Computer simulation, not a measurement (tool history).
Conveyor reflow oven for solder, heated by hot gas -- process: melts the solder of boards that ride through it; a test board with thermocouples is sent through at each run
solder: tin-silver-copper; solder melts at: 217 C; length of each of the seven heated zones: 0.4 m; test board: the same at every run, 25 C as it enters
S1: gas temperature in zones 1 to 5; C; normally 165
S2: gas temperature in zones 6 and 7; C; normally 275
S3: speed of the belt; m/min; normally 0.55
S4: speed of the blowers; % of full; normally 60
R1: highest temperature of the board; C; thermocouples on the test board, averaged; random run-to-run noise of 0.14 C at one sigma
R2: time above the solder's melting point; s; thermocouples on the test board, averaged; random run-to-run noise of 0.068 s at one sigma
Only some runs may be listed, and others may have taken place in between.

| run | hour | S1 | S2 | S3 | S4 | R1 | R2 |
|---|---|---|---|---|---|---|---|
| 1 | 0 | 165 | 275 | 0.55 | 60 | 258.7 | 67.6 |
| 2 | 16 | 165 | 275 | 0.55 | 60 | 258.7 | 67.61 |
| 3 | 42.7 | 165 | 275 | 0.55 | 60 | 258.6 | 67.49 |
| 4 | 68 | 165 | 275 | 0.55 | 60 | 258.4 | 67.39 |
| 5 | 102.9 | 164 | 275 | 0.55 | 60 | 258.2 | 66.81 |
| 6 | 135.9 | 164 | 275 | 0.564 | 60 | 257 | 64.17 |
| 7 | 167.6 | 165 | 275 | 0.463 | 60 | 262.7 | 85.09 |
| 8 | 198.5 | 165 | 275 | 0.463 | 60 | 262.6 | 85.03 |
|  | 229.4 | flux residue cleaned out of gas plates and filters |
| 9 | 234.7 | 165 | 275 | 0.464 | 60 | 262.1 | 84.3 |
| 10 | 269.5 | 165 | 275 | 0.464 | 60 | 262.1 | 84.27 |
| 11 | 289.9 | 165 | 275 | 0.464 | 60 | 262 | 84.07 |
| 12 | 314.9 | 173 | 275 | 0.55 | 60 | 258 | 70.01 |
| 13 | 343.1 | 165 | 275 | 0.55 | 60 | 256.6 | 66.01 |
|  | 367 | flux residue cleaned out of gas plates and filters, once more |
| 14 | 373.3 | 165 | 275 | 0.55 | 60 | 258.8 | 68.29 |
| 15 | 402.3 | 165 | 285 | 0.55 | 60 | 268.2 | 73.7 |
| 16 | 422.9 | 165 | 280 | 0.559 | 75 | 265.2 | 71.42 |
| 17 | 438.3 | 179 | 268 | 0.547 | 60 | 254.2 | 71.02 |
| 18 | 468.9 | 179 | 268 | 0.547 | 60 | 254.1 | 70.97 |
| 19 | 490.2 | 179 | 286 | 0.547 | 51 | 268.7 | 79.57 |
| 20 | 516.1 | 164 | 275 | 0.462 | 60 | 263 | 85.57 |
| 21 | 550.4 | 178 | 275 | 0.55 | 73 | 261.6 | 75.17 |

Estimate the outcome of run 22 from the log above:
| 22 | 583.9 | 178 | 275 | 0.55 | 73 | ? | ? |

{"run 22": {"R1": 261.4, "R2": 75.23}}
On a tool with no hidden condition, and with the same random variation, this run would have come out at R1 264.6 C, R2 76.48 s.

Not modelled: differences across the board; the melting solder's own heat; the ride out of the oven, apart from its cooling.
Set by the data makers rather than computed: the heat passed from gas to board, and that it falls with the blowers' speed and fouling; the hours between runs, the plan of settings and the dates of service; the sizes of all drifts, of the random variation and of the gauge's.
